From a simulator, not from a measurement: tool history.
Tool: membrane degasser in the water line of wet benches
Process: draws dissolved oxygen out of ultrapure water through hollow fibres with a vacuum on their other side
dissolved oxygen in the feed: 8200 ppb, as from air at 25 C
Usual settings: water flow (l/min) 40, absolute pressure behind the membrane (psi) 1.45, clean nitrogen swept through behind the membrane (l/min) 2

| run | hour | water flow (l/min) | absolute pressure behind the membrane (psi) | clean nitrogen swept through behind the membrane (l/min) | dissolved oxygen in the water behind the degasser (ppb) | pressure that the water loses in the fibres (psi) |
|---|---|---|---|---|---|---|
| 1 | 0 | 40 | 1.45 | 2 | 348.7 | 3.915 |
| 2 | 95.1 | 40 | 1.45 | 2 | 349.8 | 3.859 |
| 3 | 187.4 | 40 | 1.45 | 2 | 346 | 3.843 |
| 4 | 309.6 | 40 | 1.45 | 3.34 | 239.6 | 3.835 |
| 5 | 419.6 | 40 | 1.45 | 3.34 | 241.6 | 3.801 |
| 6 | 480.2 | 40 | 1.45 | 1.1 | 536.6 | 3.836 |
| 7 | 608.2 | 40 | 1.45 | 1.1 | 537 | 3.829 |
| 8 | 664.9 | 40 | 1.45 | 2.1 | 334.3 | 3.887 |
| 9 | 791.8 | 40 | 1.45 | 2.1 | 338 | 3.826 |
| 10 | 858.4 | 40 | 2.71 | 2 | 693.7 | 3.867 |
| 11 | 986.4 | 40 | 2.71 | 2 | 696.5 | 3.9 |
| 12 | 1093.9 | 43 | 3.09 | 3.02 | 636 | 4.122 |
| 13 | 1187.8 | 43 | 3.09 | 3.02 | 634.5 | 4.206 |
|  | 1224.8 | seals of the vacuum lines changed |
| 14 | 1292.8 | 63 | 1.9 | 1.03 | 1137.4 | 6.112 |
| 15 | 1365.1 | 28 | 3.03 | 1.78 | 621.1 | 2.725 |
| 16 | 1462.8 | 62 | 1.58 | 0.98 | 957.7 | 6.036 |
| 17 | 1542.3 | 31 | 3.32 | 1.33 | 932.6 | 2.985 |
| 18 | 1660.8 | 31 | 3.32 | 1.33 | 945.6 | 3.04 |
| 19 | 1725.1 | 39 | 1.19 | 3.37 | 185.5 | 3.814 |
| 20 | 1806.3 | 45 | 2.65 | 3.37 | 510.9 | 4.374 |
| 21 | 1896.3 | 40 | 1.45 | 4.47 | 199.8 | 3.932 |
| 22 | 2016.4 | 40 | 1.45 | 4.47 | 202.4 | 3.915 |

Forecast each of these 3 alternatives for the next run:
| A | 2088.6 | 40 | 1.45 | 4.27 | ? | ? |
| B | 2088.6 | 40 | 3.03 | 1.1 | ? | ? |
| C | 2088.6 | 57 | 1.9 | 1.65 | ? | ? |

| run | dissolved oxygen in the water behind the degasser (ppb) | pressure that the water loses in the fibres (psi) |
|---|---|---|
| A | 205.4 | 3.962 |
| B | 1194.9 | 3.948 |
| C | 782 | 5.571 |
Without the tool's hidden state the same runs would have given:
| run | dissolved oxygen in the water behind the degasser (ppb) | pressure that the water loses in the fibres (psi) |
|---|---|---|
| A | 193 | 3.83 |
| B | 1178.2 | 3.817 |
| C | 756.8 | 5.384 |
